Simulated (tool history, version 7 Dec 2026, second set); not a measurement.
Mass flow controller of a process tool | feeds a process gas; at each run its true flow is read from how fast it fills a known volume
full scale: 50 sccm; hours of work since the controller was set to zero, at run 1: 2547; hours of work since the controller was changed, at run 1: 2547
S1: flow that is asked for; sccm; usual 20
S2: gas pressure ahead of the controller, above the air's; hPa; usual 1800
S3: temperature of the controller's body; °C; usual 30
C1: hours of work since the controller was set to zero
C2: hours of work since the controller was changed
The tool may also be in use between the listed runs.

{"run": 1, "hour": 0.0, "S1": 20, "S2": 1800, "S3": 30, "C1": 2547, "C2": 2547, "true flow (%)": 98.35}
{"run": 2, "hour": 66.3, "S1": 20, "S2": 2150, "S3": 30, "C1": 2601, "C2": 2601, "true flow (%)": 98.59}
{"run": 3, "hour": 192.9, "S1": 20, "S2": 2150, "S3": 30, "C1": 2702, "C2": 2702, "true flow (%)": 98.48}
{"run": 4, "hour": 325.0, "S1": 20, "S2": 1720, "S3": 30, "C1": 2807, "C2": 2807, "true flow (%)": 98.19}
{"run": 5, "hour": 394.3, "S1": 20, "S2": 1800, "S3": 30, "C1": 2863, "C2": 2863, "true flow (%)": 98.32}
{"run": 6, "hour": 496.6, "S1": 17, "S2": 1800, "S3": 30, "C1": 2945, "C2": 2945, "true flow (%)": 98.02}
{"run": 7, "hour": 569.9, "S1": 20, "S2": 2040, "S3": 30, "C1": 3003, "C2": 3003, "true flow (%)": 98.53}
{"run": 8, "hour": 668.7, "S1": 20, "S2": 2040, "S3": 30, "C1": 3082, "C2": 3082, "true flow (%)": 98.41}
{"run": 9, "hour": 818.8, "S1": 20, "S2": 2040, "S3": 30, "C1": 3202, "C2": 3202, "true flow (%)": 98.49}
{"run": 10, "hour": 977.9, "S1": 20, "S2": 2040, "S3": 30, "C1": 3330, "C2": 3330, "true flow (%)": 98.37}
{"run": 11, "hour": 1055.6, "S1": 20, "S2": 2040, "S3": 30, "C1": 3392, "C2": 3392, "true flow (%)": 98.45}
{"run": 12, "hour": 1142.0, "S1": 20, "S2": 2040, "S3": 30, "C1": 3461, "C2": 3461, "true flow (%)": 98.4}
{"run": 13, "hour": 1285.1, "S1": 20, "S2": 1460, "S3": 30, "C1": 3575, "C2": 3575, "true flow (%)": 98.09}
{"run": 14, "hour": 1434.1, "S1": 20, "S2": 2240, "S3": 27, "C1": 3694, "C2": 3694, "true flow (%)": 98.26}
{"run": 15, "hour": 1527.2, "S1": 20, "S2": 2240, "S3": 27, "C1": 3769, "C2": 3769, "true flow (%)": 98.45}
{"run": 16, "hour": 1592.7, "S1": 36, "S2": 1800, "S3": 30, "C1": 3821, "C2": 3821, "true flow (%)": 99.3}
{"run": 17, "hour": 1707.6, "S1": 32, "S2": 2320, "S3": 23, "C1": 3913, "C2": 3913, "true flow (%)": 99}
{"run": 18, "hour": 1790.1, "S1": 32, "S2": 2320, "S3": 23, "C1": 3979, "C2": 3979, "true flow (%)": 98.97}
{"run": 19, "hour": 1879.2, "S1": 32, "S2": 2320, "S3": 23, "C1": 4051, "C2": 4051, "true flow (%)": 98.95}
{"run": 20, "hour": 2015.7, "S1": 35, "S2": 2320, "S3": 36, "C1": 4160, "C2": 4160, "true flow (%)": 99.9}
{"run": 21, "hour": 2102.7, "S1": 20, "S2": 2080, "S3": 21, "C1": 4229, "C2": 4229, "true flow (%)": 98.15}
{"run": 22, "hour": 2175.7, "S1": 11, "S2": 1570, "S3": 21, "C1": 4288, "C2": 4288, "true flow (%)": 97.21}
{"run": 23, "hour": 2320.8, "S1": 11, "S2": 1570, "S3": 21, "C1": 4404, "C2": 4404, "true flow (%)": 97.13}
{"run": 24, "hour": 2459.2, "S1": 20, "S2": 2490, "S3": 40, "C1": 4514, "C2": 4514, "true flow (%)": 99.22}
{"run": 25, "hour": 2595.4, "S1": 20, "S2": 2490, "S3": 40, "C1": 4623, "C2": 4623, "true flow (%)": 99.23}

Forecast each of these 5 alternatives for the next run:
{"run": "A", "hour": 2748.8, "S1": 37, "S2": 1810, "S3": 25, "C1": 4746, "C2": 4746, "true flow (%)": "?"}
{"run": "B", "hour": 2748.8, "S1": 20, "S2": 1930, "S3": 30, "C1": 4746, "C2": 4746, "true flow (%)": "?"}
{"run": "C", "hour": 2748.8, "S1": 45, "S2": 2490, "S3": 40, "C1": 4746, "C2": 4746, "true flow (%)": "?"}
{"run": "D", "hour": 2748.8, "S1": 20, "S2": 2590, "S3": 40, "C1": 4746, "C2": 4746, "true flow (%)": "?"}
{"run": "E", "hour": 2748.8, "S1": 27, "S2": 1690, "S3": 40, "C1": 4746, "C2": 4746, "true flow (%)": "?"}

run=A true_flow_(%)=99.15
run=B true_flow_(%)=98.28
run=C true_flow_(%)=100.71
run=D true_flow_(%)=99.19
run=E true_flow_(%)=99.13
Without the tool's hidden state the same runs would have given:
run=A true_flow_(%)=99.17
run=B true_flow_(%)=98.3
run=C true_flow_(%)=100.73
run=D true_flow_(%)=99.21
run=E true_flow_(%)=99.15

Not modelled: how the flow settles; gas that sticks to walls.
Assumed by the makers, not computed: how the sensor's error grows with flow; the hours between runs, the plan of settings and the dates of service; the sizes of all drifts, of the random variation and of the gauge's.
